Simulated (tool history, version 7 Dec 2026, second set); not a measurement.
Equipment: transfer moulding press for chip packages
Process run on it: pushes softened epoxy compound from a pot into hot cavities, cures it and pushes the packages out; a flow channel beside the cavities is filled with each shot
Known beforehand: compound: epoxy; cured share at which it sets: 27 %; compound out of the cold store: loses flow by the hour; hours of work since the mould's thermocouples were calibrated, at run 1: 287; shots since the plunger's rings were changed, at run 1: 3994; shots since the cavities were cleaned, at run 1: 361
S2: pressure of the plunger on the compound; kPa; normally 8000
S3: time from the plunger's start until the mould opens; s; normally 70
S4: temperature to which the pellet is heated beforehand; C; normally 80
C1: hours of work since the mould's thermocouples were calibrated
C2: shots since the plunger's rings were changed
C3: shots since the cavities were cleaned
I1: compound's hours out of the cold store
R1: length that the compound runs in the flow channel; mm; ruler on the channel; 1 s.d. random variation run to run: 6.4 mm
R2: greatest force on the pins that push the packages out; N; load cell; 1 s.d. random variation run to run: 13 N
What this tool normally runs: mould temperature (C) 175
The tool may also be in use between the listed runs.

{"run": 1, "hour": 0.0, "mould temperature (C)": 175, "S2": 8000, "S3": 70, "S4": 80, "C1": 287, "C2": 3994, "C3": 361, "I1": 29.6, "R1": 593, "R2": 824}
{"run": 2, "hour": 21.6, "mould temperature (C)": 175, "S2": 8000, "S3": 70, "S4": 80, "C1": 298, "C2": 4234, "C3": 601, "I1": 9.1, "R1": 672, "R2": 937}
{"run": 3, "hour": 58.9, "mould temperature (C)": 175, "S2": 8000, "S3": 70, "S4": 80, "C1": 318, "C2": 4647, "C3": 1014, "I1": 43.9, "R1": 531, "R2": 960}
{"hour": 71.2, "done": "cavities cleaned with cleaning compound and waxed"}
{"run": 4, "hour": 97.0, "mould temperature (C)": 175, "S2": 8000, "S3": 70, "S4": 80, "C1": 338, "C2": 5055, "C3": 288, "I1": 36.7, "R1": 554, "R2": 748}
{"run": 5, "hour": 122.9, "mould temperature (C)": 175, "S2": 8000, "S3": 70, "S4": 80, "C1": 351, "C2": 5342, "C3": 575, "I1": 29.3, "R1": 576, "R2": 880}
{"run": 6, "hour": 161.0, "mould temperature (C)": 175, "S2": 8000, "S3": 70, "S4": 80, "C1": 371, "C2": 5765, "C3": 998, "I1": 22.7, "R1": 595, "R2": 1009}
{"hour": 175.7, "done": "cavities cleaned with cleaning compound and waxed"}
{"run": 7, "hour": 184.1, "mould temperature (C)": 175, "S2": 6760, "S3": 70, "S4": 80, "C1": 383, "C2": 6004, "C3": 93, "I1": 34.0, "R1": 505, "R2": 650}
{"hour": 205.5, "done": "plunger's sealing rings changed"}
{"run": 8, "hour": 212.3, "mould temperature (C)": 175, "S2": 6760, "S3": 70, "S4": 80, "C1": 397, "C2": 74, "C3": 378, "I1": 36.3, "R1": 552, "R2": 791}
{"run": 9, "hour": 243.2, "mould temperature (C)": 175, "S2": 6760, "S3": 70, "S4": 80, "C1": 413, "C2": 417, "C3": 721, "I1": 34.3, "R1": 574, "R2": 908}
{"hour": 282.2, "done": "cavities cleaned with cleaning compound and waxed"}
{"run": 10, "hour": 283.3, "mould temperature (C)": 175, "S2": 6760, "S3": 70, "S4": 80, "C1": 433, "C2": 846, "C3": 12, "I1": 18.6, "R1": 612, "R2": 617}
{"run": 11, "hour": 320.9, "mould temperature (C)": 175, "S2": 6760, "S3": 70, "S4": 80, "C1": 453, "C2": 1264, "C3": 430, "I1": 12.4, "R1": 642, "R2": 859}
{"run": 12, "hour": 342.3, "mould temperature (C)": 175, "S2": 8000, "S3": 70, "S4": 80, "C1": 465, "C2": 1501, "C3": 667, "I1": 11.7, "R1": 687, "R2": 904}
{"run": 13, "hour": 372.1, "mould temperature (C)": 175, "S2": 6940, "S3": 70, "S4": 80, "C1": 480, "C2": 1832, "C3": 998, "I1": 18.8, "R1": 604, "R2": 983}
{"hour": 386.3, "done": "cavities cleaned with cleaning compound and waxed"}
{"run": 14, "hour": 396.6, "mould temperature (C)": 175, "S2": 8000, "S3": 70, "S4": 80, "C1": 493, "C2": 2087, "C3": 114, "I1": 12.1, "R1": 685, "R2": 747}
{"run": 15, "hour": 434.7, "mould temperature (C)": 175, "S2": 9480, "S3": 93, "S4": 80, "C1": 513, "C2": 2510, "C3": 537, "I1": 30.5, "R1": 664, "R2": 682}
{"run": 16, "hour": 470.2, "mould temperature (C)": 175, "S2": 8810, "S3": 93, "S4": 80, "C1": 532, "C2": 2904, "C3": 931, "I1": 33.7, "R1": 622, "R2": 742}
{"hour": 491.3, "done": "cavities cleaned with cleaning compound and waxed"}
{"run": 17, "hour": 494.7, "mould temperature (C)": 175, "S2": 6960, "S3": 53, "S4": 80, "C1": 544, "C2": 3159, "C3": 37, "I1": 25.6, "R1": 573, "R2": 1167}
{"run": 18, "hour": 517.7, "mould temperature (C)": 175, "S2": 6960, "S3": 53, "S4": 80, "C1": 556, "C2": 3414, "C3": 292, "I1": 26.7, "R1": 568, "R2": 1485}
{"run": 19, "hour": 550.1, "mould temperature (C)": 183, "S2": 8120, "S3": 64, "S4": 74, "C1": 573, "C2": 3774, "C3": 652, "I1": 25.1, "R1": 606, "R2": 763}
{"run": 20, "hour": 573.1, "mould temperature (C)": 175, "S2": 8000, "S3": 70, "S4": 72, "C1": 585, "C2": 4029, "C3": 907, "I1": 45.0, "R1": 551, "R2": 939}
{"run": 21, "hour": 591.6, "mould temperature (C)": 181, "S2": 8000, "S3": 70, "S4": 72, "C1": 595, "C2": 4235, "C3": 1113, "I1": 47.7, "R1": 530, "R2": 804}
{"hour": 596.8, "done": "cavities cleaned with cleaning compound and waxed"}
{"run": 22, "hour": 628.0, "mould temperature (C)": 181, "S2": 8000, "S3": 70, "S4": 72, "C1": 614, "C2": 4622, "C3": 346, "I1": 25.2, "R1": 594, "R2": 635}
{"run": 23, "hour": 664.3, "mould temperature (C)": 181, "S2": 9750, "S3": 70, "S4": 89, "C1": 633, "C2": 5025, "C3": 749, "I1": 13.9, "R1": 687, "R2": 723}
{"run": 24, "hour": 693.8, "mould temperature (C)": 181, "S2": 9750, "S3": 70, "S4": 89, "C1": 649, "C2": 5352, "C3": 1076, "I1": 46.0, "R1": 576, "R2": 785}
{"hour": 701.3, "done": "cavities cleaned with cleaning compound and waxed"}
{"run": 25, "hour": 736.3, "mould temperature (C)": 181, "S2": 9750, "S3": 76, "S4": 89, "C1": 670, "C2": 5808, "C3": 389, "I1": 18.7, "R1": 655, "R2": 639}
{"run": 26, "hour": 755.0, "mould temperature (C)": 181, "S2": 9750, "S3": 76, "S4": 89, "C1": 680, "C2": 6016, "C3": 597, "I1": 25.3, "R1": 640, "R2": 689}
{"hour": 774.2, "done": "plunger's sealing rings changed"}
{"run": 27, "hour": 783.9, "mould temperature (C)": 175, "S2": 9300, "S3": 70, "S4": 80, "C1": 694, "C2": 107, "C3": 889, "I1": 46.7, "R1": 619, "R2": 946}

Forecast each of these 4 alternatives for the next run:
{"hour": 808.2, "done": "cavities cleaned with cleaning compound and waxed"}
{"run": "A", "hour": 811.8, "mould temperature (C)": 174, "S2": 9300, "S3": 78, "S4": 87, "C1": 708, "C2": 400, "C3": 39, "I1": 27.5, "R1": "?", "R2": "?"}
{"hour": 808.2, "done": "cavities cleaned with cleaning compound and waxed"}
{"run": "B", "hour": 811.8, "mould temperature (C)": 170, "S2": 8000, "S3": 59, "S4": 90, "C1": 708, "C2": 400, "C3": 39, "I1": 32.5, "R1": "?", "R2": "?"}
{"hour": 808.2, "done": "cavities cleaned with cleaning compound and waxed"}
{"run": "C", "hour": 811.8, "mould temperature (C)": 179, "S2": 8000, "S3": 70, "S4": 80, "C1": 708, "C2": 400, "C3": 39, "I1": 37.2, "R1": "?", "R2": "?"}
{"hour": 808.2, "done": "cavities cleaned with cleaning compound and waxed"}
{"run": "D", "hour": 811.8, "mould temperature (C)": 175, "S2": 8440, "S3": 70, "S4": 72, "C1": 708, "C2": 400, "C3": 39, "I1": 31.9, "R1": "?", "R2": "?"}

run=A R1=684 R2=591
run=B R1=637 R2=1237
run=C R1=608 R2=527
run=D R1=647 R2=648
With the hidden condition removed and each run's random variation left untouched, the same runs would have given:
run=A R1=687 R2=531
run=B R1=640 R2=1074
run=C R1=610 R2=479
run=D R1=649 R2=572

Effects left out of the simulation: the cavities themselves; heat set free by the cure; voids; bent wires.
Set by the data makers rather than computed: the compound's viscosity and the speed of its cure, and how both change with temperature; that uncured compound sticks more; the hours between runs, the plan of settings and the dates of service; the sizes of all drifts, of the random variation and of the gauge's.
